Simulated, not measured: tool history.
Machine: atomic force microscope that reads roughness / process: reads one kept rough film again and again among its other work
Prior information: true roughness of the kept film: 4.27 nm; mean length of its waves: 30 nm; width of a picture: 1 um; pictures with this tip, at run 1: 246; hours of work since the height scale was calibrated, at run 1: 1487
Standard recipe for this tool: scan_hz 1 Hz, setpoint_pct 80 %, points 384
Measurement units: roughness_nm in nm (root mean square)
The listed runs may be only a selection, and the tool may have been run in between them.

| run | hour | scan_hz | setpoint_pct | points | pictures with this tip | hours of work since the height scale was calibrated | roughness_nm |
|---|---|---|---|---|---|---|---|
| 1 | 0 | 1 | 80 | 384 | 246 | 1487 | 3.409 |
|  | 27.3 | new tip fitted |
| 2 | 42.8 | 1 | 80 | 384 | 36 | 1518 | 3.427 |
| 3 | 95.9 | 1 | 80 | 384 | 159 | 1557 | 3.424 |
| 4 | 120.9 | 1 | 80 | 384 | 217 | 1575 | 3.431 |
|  | 162.4 | new tip fitted |
| 5 | 177.4 | 1 | 80 | 384 | 35 | 1616 | 3.447 |
| 6 | 227.2 | 1 | 80 | 384 | 150 | 1652 | 3.425 |
| 7 | 266.8 | 1 | 80 | 384 | 241 | 1681 | 3.408 |
|  | 296.4 | new tip fitted |
| 8 | 313.8 | 1 | 76 | 384 | 40 | 1715 | 3.46 |
| 9 | 353.6 | 1 | 76 | 384 | 132 | 1745 | 3.441 |
| 10 | 390.8 | 1 | 76 | 384 | 218 | 1772 | 3.418 |
|  | 428.9 | new tip fitted |
| 11 | 442.7 | 0.54 | 76 | 384 | 31 | 1809 | 3.493 |
| 12 | 474.4 | 0.54 | 76 | 919 | 105 | 1833 | 3.523 |
| 13 | 517.9 | 0.54 | 76 | 919 | 205 | 1865 | 3.538 |
|  | 563.2 | new tip fitted |
| 14 | 569.7 | 0.54 | 76 | 919 | 16 | 1902 | 3.523 |
| 15 | 613.5 | 0.54 | 76 | 919 | 117 | 1934 | 3.501 |
| 16 | 646.1 | 0.54 | 76 | 919 | 192 | 1958 | 3.506 |
| 17 | 675.2 | 0.54 | 76 | 919 | 259 | 1979 | 3.524 |
|  | 700 | new tip fitted |
| 18 | 731.8 | 0.54 | 76 | 919 | 74 | 2020 | 3.523 |
| 19 | 776.7 | 0.54 | 76 | 919 | 177 | 2053 | 3.548 |
| 20 | 815.4 | 0.54 | 76 | 919 | 267 | 2082 | 3.527 |

Run 21, settings as shown, results not yet in. Your forecast:
|  | 833.1 | new tip fitted |
| 21 | 848.3 | 0.54 | 76 | 919 | 35 | 2105 | ? |

Run 21 yielded roughness_nm 3.518 nm (root mean square).
Take away the tool's hidden state, keep the run-to-run variation as it was, and the same run would have given roughness_nm 3.521 nm (root mean square).
